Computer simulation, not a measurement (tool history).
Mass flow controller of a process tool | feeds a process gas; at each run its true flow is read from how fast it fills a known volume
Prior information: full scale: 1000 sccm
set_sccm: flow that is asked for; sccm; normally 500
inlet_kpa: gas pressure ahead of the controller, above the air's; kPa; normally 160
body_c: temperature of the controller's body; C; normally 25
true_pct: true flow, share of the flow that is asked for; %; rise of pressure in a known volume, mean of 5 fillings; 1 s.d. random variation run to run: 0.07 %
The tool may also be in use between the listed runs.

run,hour,set_sccm,inlet_kpa,body_c,true_pct
1,0.0,500,160,25,98.49
2,211.2,500,160,25,98.43
3,571.3,500,160,25,98.48
4,873.5,500,160,25,98.71
5,1220.9,500,160,25,98.50
6,1464.5,500,160,25,98.64
7,1683.8,500,160,38,99.43
8,1911.9,500,221,38,99.60
9,2148.7,500,221,38,99.44
10,2411.3,500,221,38,99.61
11,2632.2,500,221,38,99.57
12,2789.9,500,221,38,99.41
13,3023.4,500,221,38,99.57
14,3275.9,500,160,31,99.18
15,3579.0,500,160,25,98.92
16,3908.2,500,160,25,98.90
17,4155.7,500,160,25,98.95
18,4339.2,500,160,25,98.97
19,4599.0,500,160,25,99.03
20,4853.1,500,160,23,98.92
21,5084.8,500,160,23,98.65
22,5372.8,500,160,25,98.78
23,5523.1,500,160,25,98.82
24,5774.8,500,195,25,100.20
25,6021.5,311,160,25,99.68
26,6196.5,579,160,31,100.94
27,6431.8,639,254,30,100.95
28,6752.1,500,192,20,99.92
29,7008.6,414,168,22,99.91
30,7163.6,414,168,22,99.83
31,7374.2,414,176,25,100.14
32,7541.1,414,176,37,100.94
33,7847.9,500,259,25,100.38
34,8116.6,681,251,38,101.87
35,8451.4,681,251,38,101.91
36,8615.6,893,160,22,101.66
37,8935.5,500,205,36,101.21
38,9267.7,500,205,36,101.27
39,9516.0,500,205,36,101.21
40,9876.4,500,205,36,101.27
41,10044.7,298,222,20,98.96
42,10309.1,202,176,24,98.48
43,10561.4,209,142,24,98.61
44,10817.6,500,160,24,100.60
45,10982.9,500,160,35,101.58
46,11293.9,578,227,25,100.94
47,11455.8,578,227,25,101.02

Taken out of this log: 2 entries between the listed runs. Where each belongs, and how the hidden state differs across it:
Between runs 20 and 21: controller's zero set anew (hour 4874.1)
  flow at rest that the sensor doesn't see, % of full scale: -0.497 -> -0.62; true flow over the shown one, %: 1.41 -> 1.47
  the result without the hidden state subtracted from the measured one, true_pct: +0.42 -> +0.23 %
Between runs 23 and 24: controller's zero set anew, once more (hour 5697.4)
  flow at rest that the sensor doesn't see, % of full scale: -0.662 -> -0.012; true flow over the shown one, %: 1.59 -> 1.67
  the result without the hidden state subtracted from the measured one, true_pct: +0.26 -> +1.64 %
